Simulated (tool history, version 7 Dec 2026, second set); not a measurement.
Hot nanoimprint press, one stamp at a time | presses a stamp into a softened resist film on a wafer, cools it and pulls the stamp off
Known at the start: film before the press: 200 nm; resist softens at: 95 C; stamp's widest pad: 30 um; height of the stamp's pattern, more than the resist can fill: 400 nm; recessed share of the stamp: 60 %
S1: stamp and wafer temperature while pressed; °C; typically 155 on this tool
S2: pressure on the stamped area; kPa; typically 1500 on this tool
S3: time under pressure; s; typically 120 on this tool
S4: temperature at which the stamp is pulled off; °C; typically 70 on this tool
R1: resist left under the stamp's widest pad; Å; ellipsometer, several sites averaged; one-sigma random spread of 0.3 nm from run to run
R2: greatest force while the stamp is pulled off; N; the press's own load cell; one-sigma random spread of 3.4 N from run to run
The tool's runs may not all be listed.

run,hour,S1,S2,S3,S4,R1,R2
1,0,155,1500,120,70,727,270
2,42.8,155,1500,120,58,719,332
3,83.5,155,1500,120,58,716,344
4,119.4,155,1500,120,70,718,278
5,142.5,155,1500,126,70,706,284
# hour 152.9: stamp cleaned and given a new release coat
6,180.6,155,1500,126,70,707,236
7,203.4,155,1500,126,70,701,240
8,223.9,155,1500,126,70,699,243
# hour 229: plate thermocouple calibrated
9,272.9,155,1500,126,70,701,246
10,315.8,155,1500,120,70,707,245
11,350.8,155,1500,120,70,704,261
12,376.2,155,1500,120,70,699,253
13,411.5,155,1500,120,70,702,260
14,450.9,155,1500,120,70,696,266
15,477,155,1500,120,70,696,262
# hour 487.1: plate thermocouple calibrated, once more
16,506.2,155,1500,120,70,731,271
17,535.7,164,2040,211,60,339,330
18,555.2,155,2300,207,76,464,253
19,602.5,155,2300,207,76,464,256
# hour 612: stamp cleaned and given a new release coat
20,654.8,155,1360,115,76,768,216

Predict the results of run 21:
21,702.5,148,1700,69,65,?,?

Run 21 yielded R1 1103 Å, R2 267 N.
With no hidden state in the tool, this same run would have given R1 1112 Å, R2 258 N.

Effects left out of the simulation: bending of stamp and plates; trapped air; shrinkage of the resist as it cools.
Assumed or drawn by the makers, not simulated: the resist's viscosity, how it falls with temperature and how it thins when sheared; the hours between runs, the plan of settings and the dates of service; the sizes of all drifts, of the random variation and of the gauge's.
